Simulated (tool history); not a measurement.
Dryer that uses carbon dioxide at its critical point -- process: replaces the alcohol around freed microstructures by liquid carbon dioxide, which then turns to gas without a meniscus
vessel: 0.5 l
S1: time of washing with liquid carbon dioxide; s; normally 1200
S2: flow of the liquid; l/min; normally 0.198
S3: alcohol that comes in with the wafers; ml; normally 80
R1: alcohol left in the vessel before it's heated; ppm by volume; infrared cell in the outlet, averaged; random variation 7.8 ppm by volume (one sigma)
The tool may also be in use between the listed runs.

{"run": 1, "hour": 0.0, "S1": 1200, "S2": 0.198, "S3": 80, "R1": 773}
{"run": 2, "hour": 7.8, "S1": 1200, "S2": 0.198, "S3": 80, "R1": 785}
{"run": 3, "hour": 17.5, "S1": 1680, "S2": 0.198, "S3": 80, "R1": 107}
{"run": 4, "hour": 25.2, "S1": 900, "S2": 0.198, "S3": 80, "R1": 3008}
{"run": 5, "hour": 35.0, "S1": 900, "S2": 0.198, "S3": 80, "R1": 2988}
{"run": 6, "hour": 40.3, "S1": 900, "S2": 0.198, "S3": 80, "R1": 3004}
{"run": 7, "hour": 50.8, "S1": 900, "S2": 0.198, "S3": 80, "R1": 3043}
{"run": 8, "hour": 56.1, "S1": 900, "S2": 0.198, "S3": 80, "R1": 3136}
{"run": 9, "hour": 63.1, "S1": 900, "S2": 0.198, "S3": 80, "R1": 3082}
{"run": 10, "hour": 69.7, "S1": 1200, "S2": 0.198, "S3": 97, "R1": 1043}
{"run": 11, "hour": 79.7, "S1": 1200, "S2": 0.183, "S3": 80, "R1": 1281}
{"run": 12, "hour": 86.8, "S1": 1200, "S2": 0.183, "S3": 80, "R1": 1277}
{"run": 13, "hour": 93.3, "S1": 1200, "S2": 0.198, "S3": 28, "R1": 319}
{"run": 14, "hour": 102.5, "S1": 1200, "S2": 0.198, "S3": 28, "R1": 310}
{"run": 15, "hour": 112.6, "S1": 1200, "S2": 0.198, "S3": 32, "R1": 351}
{"run": 16, "hour": 119.9, "S1": 1200, "S2": 0.283, "S3": 80, "R1": 113}
{"run": 17, "hour": 129.3, "S1": 1200, "S2": 0.283, "S3": 80, "R1": 101}
{"run": 18, "hour": 134.4, "S1": 1200, "S2": 0.198, "S3": 80, "R1": 908}
{"run": 19, "hour": 141.8, "S1": 1200, "S2": 0.198, "S3": 80, "R1": 902}
{"run": 20, "hour": 150.9, "S1": 1200, "S2": 0.198, "S3": 80, "R1": 927}
{"run": 21, "hour": 159.3, "S1": 1200, "S2": 0.198, "S3": 80, "R1": 943}
{"run": 22, "hour": 168.0, "S1": 1260, "S2": 0.198, "S3": 80, "R1": 724}
{"run": 23, "hour": 172.4, "S1": 1020, "S2": 0.157, "S3": 24, "R1": 1551}
{"run": 24, "hour": 177.3, "S1": 1020, "S2": 0.157, "S3": 24, "R1": 1526}
{"run": 25, "hour": 184.0, "S1": 1020, "S2": 0.157, "S3": 24, "R1": 1540}
{"run": 26, "hour": 188.7, "S1": 1020, "S2": 0.157, "S3": 24, "R1": 1538}
{"run": 27, "hour": 193.3, "S1": 1200, "S2": 0.176, "S3": 80, "R1": 1724}
{"run": 28, "hour": 200.9, "S1": 1200, "S2": 0.176, "S3": 49, "R1": 1039}
{"run": 29, "hour": 205.8, "S1": 1200, "S2": 0.176, "S3": 49, "R1": 1067}

Forecast run 30:
{"run": 30, "hour": 211.4, "S1": 1320, "S2": 0.121, "S3": 42, "R1": "?"}

{"run 30": {"R1": 2863}}
Without the tool's hidden state the same run would have given R1 1583 ppm by volume.
